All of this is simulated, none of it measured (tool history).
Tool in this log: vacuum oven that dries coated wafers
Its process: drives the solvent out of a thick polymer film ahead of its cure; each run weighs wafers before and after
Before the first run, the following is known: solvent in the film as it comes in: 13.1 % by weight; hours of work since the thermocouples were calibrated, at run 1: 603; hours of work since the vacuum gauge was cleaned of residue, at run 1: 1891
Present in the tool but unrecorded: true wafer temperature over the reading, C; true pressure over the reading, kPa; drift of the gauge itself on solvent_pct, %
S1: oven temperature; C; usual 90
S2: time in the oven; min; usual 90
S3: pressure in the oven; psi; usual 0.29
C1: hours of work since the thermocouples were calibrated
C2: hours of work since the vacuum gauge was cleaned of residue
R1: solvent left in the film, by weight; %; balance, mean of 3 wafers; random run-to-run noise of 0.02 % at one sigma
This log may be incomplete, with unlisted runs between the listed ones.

{"run": 1, "day": 0.0, "S1": 90, "S2": 90, "S3": 0.29, "C1": 603, "C2": 1891, "R1": 1.49}
{"run": 2, "day": 3.862, "S1": 90, "S2": 67, "S3": 0.29, "C1": 658, "C2": 1946, "R1": 2.22}
{"run": 3, "day": 6.529, "S1": 90, "S2": 67, "S3": 0.29, "C1": 696, "C2": 1984, "R1": 2.19}
{"run": 4, "day": 8.196, "S1": 90, "S2": 67, "S3": 0.29, "C1": 719, "C2": 2007, "R1": 2.21}
{"run": 5, "day": 11.712, "S1": 90, "S2": 67, "S3": 0.29, "C1": 769, "C2": 2057, "R1": 2.2}
{"run": 6, "day": 13.4, "S1": 90, "S2": 67, "S3": 0.29, "C1": 793, "C2": 2081, "R1": 2.19}
{"run": 7, "day": 17.05, "S1": 90, "S2": 67, "S3": 0.29, "C1": 845, "C2": 2132, "R1": 2.14}
{"run": 8, "day": 20.25, "S1": 90, "S2": 90, "S3": 0.29, "C1": 890, "C2": 2178, "R1": 1.44}
{"run": 9, "day": 24.008, "S1": 90, "S2": 90, "S3": 0.29, "C1": 943, "C2": 2231, "R1": 1.42}
{"run": 10, "day": 26.596, "S1": 90, "S2": 90, "S3": 0.29, "C1": 980, "C2": 2267, "R1": 1.45}
{"run": 11, "day": 29.708, "S1": 90, "S2": 90, "S3": 0.29, "C1": 1024, "C2": 2311, "R1": 1.44}
{"run": 12, "day": 32.733, "S1": 90, "S2": 90, "S3": 0.29, "C1": 1066, "C2": 2354, "R1": 1.46}
{"run": 13, "day": 36.404, "S1": 90, "S2": 114, "S3": 0.29, "C1": 1118, "C2": 2406, "R1": 1.07}
{"day": 37.158, "done": "oven's thermocouples calibrated"}
{"run": 14, "day": 40.046, "S1": 90, "S2": 114, "S3": 0.29, "C1": 41, "C2": 2456, "R1": 1.19}
{"run": 15, "day": 42.771, "S1": 90, "S2": 114, "S3": 0.29, "C1": 79, "C2": 2495, "R1": 1.18}
{"run": 16, "day": 46.017, "S1": 90, "S2": 114, "S3": 0.29, "C1": 125, "C2": 2541, "R1": 1.19}
{"run": 17, "day": 48.858, "S1": 90, "S2": 114, "S3": 0.29, "C1": 165, "C2": 2581, "R1": 1.15}
{"run": 18, "day": 51.233, "S1": 90, "S2": 90, "S3": 1.115, "C1": 199, "C2": 2615, "R1": 3.3}
{"run": 19, "day": 53.083, "S1": 90, "S2": 90, "S3": 0.29, "C1": 225, "C2": 2641, "R1": 1.57}
{"run": 20, "day": 56.025, "S1": 90, "S2": 90, "S3": 0.29, "C1": 267, "C2": 2682, "R1": 1.57}
{"run": 21, "day": 57.808, "S1": 90, "S2": 90, "S3": 0.29, "C1": 292, "C2": 2708, "R1": 1.52}
{"run": 22, "day": 61.558, "S1": 76, "S2": 58, "S3": 0.232, "C1": 345, "C2": 2761, "R1": 5.24}
{"run": 23, "day": 64.792, "S1": 90, "S2": 85, "S3": 0.29, "C1": 391, "C2": 2806, "R1": 1.64}
{"run": 24, "day": 66.962, "S1": 102, "S2": 54, "S3": 0.669, "C1": 422, "C2": 2837, "R1": 1.75}
{"run": 25, "day": 70.329, "S1": 99, "S2": 54, "S3": 0.332, "C1": 469, "C2": 2885, "R1": 1.61}
{"run": 26, "day": 73.271, "S1": 90, "S2": 54, "S3": 0.29, "C1": 511, "C2": 2926, "R1": 2.89}
{"run": 27, "day": 75.521, "S1": 88, "S2": 113, "S3": 0.801, "C1": 543, "C2": 2958, "R1": 2.56}
{"run": 28, "day": 78.138, "S1": 88, "S2": 113, "S3": 0.801, "C1": 580, "C2": 2995, "R1": 2.5}
{"run": 29, "day": 81.767, "S1": 85, "S2": 96, "S3": 0.303, "C1": 631, "C2": 3047, "R1": 1.98}
{"run": 30, "day": 85.404, "S1": 85, "S2": 96, "S3": 0.303, "C1": 682, "C2": 3098, "R1": 2}
{"run": 31, "day": 89.062, "S1": 85, "S2": 96, "S3": 0.303, "C1": 734, "C2": 3150, "R1": 2.01}
{"run": 32, "day": 91.804, "S1": 85, "S2": 96, "S3": 0.303, "C1": 773, "C2": 3188, "R1": 1.99}
{"run": 33, "day": 94.938, "S1": 87, "S2": 96, "S3": 0.502, "C1": 817, "C2": 3233, "R1": 2.15}
{"run": 34, "day": 98.167, "S1": 90, "S2": 90, "S3": 0.587, "C1": 863, "C2": 3279, "R1": 2.08}
{"run": 35, "day": 101.771, "S1": 90, "S2": 90, "S3": 0.587, "C1": 914, "C2": 3329, "R1": 2.06}
{"day": 102.704, "done": "vacuum gauge cleaned of residue and calibrated"}
{"run": 36, "day": 103.846, "S1": 103, "S2": 146, "S3": 0.587, "C1": 942, "C2": 16, "R1": 0.8}
{"run": 37, "day": 105.458, "S1": 103, "S2": 146, "S3": 0.587, "C1": 965, "C2": 39, "R1": 0.8}
{"run": 38, "day": 109.1, "S1": 86, "S2": 146, "S3": 0.854, "C1": 1017, "C2": 90, "R1": 2.41}
{"run": 39, "day": 111.35, "S1": 90, "S2": 100, "S3": 0.408, "C1": 1048, "C2": 122, "R1": 1.36}
{"run": 40, "day": 115.233, "S1": 87, "S2": 51, "S3": 0.408, "C1": 1103, "C2": 177, "R1": 3.58}

Each row is a separate what-if for the run after 40, all from the same tool condition, not one after another. Results?
{"day": 116.921, "done": "oven's thermocouples calibrated"}
{"run": "A", "day": 117.683, "S1": 90, "S2": 119, "S3": 0.155, "C1": 11, "C2": 211, "R1": "?"}
{"day": 116.921, "done": "oven's thermocouples calibrated"}
{"run": "B", "day": 117.683, "S1": 87, "S2": 80, "S3": 0.451, "C1": 11, "C2": 211, "R1": "?"}
{"day": 116.921, "done": "oven's thermocouples calibrated"}
{"run": "C", "day": 117.683, "S1": 87, "S2": 51, "S3": 0.383, "C1": 11, "C2": 211, "R1": "?"}
{"day": 116.921, "done": "oven's thermocouples calibrated"}
{"run": "D", "day": 117.683, "S1": 87, "S2": 51, "S3": 0.421, "C1": 11, "C2": 211, "R1": "?"}
{"day": 116.921, "done": "oven's thermocouples calibrated"}
{"run": "E", "day": 117.683, "S1": 89, "S2": 120, "S3": 1.031, "C1": 11, "C2": 211, "R1": "?"}

run=A R1=0.76
run=B R1=2.63
run=C R1=3.99
run=D R1=4.02
run=E R1=2.9
Without the tool's unlogged condition, the same runs would have read:
run=A R1=0.74
run=B R1=2.6
run=C R1=3.96
run=D R1=3.98
run=E R1=2.87
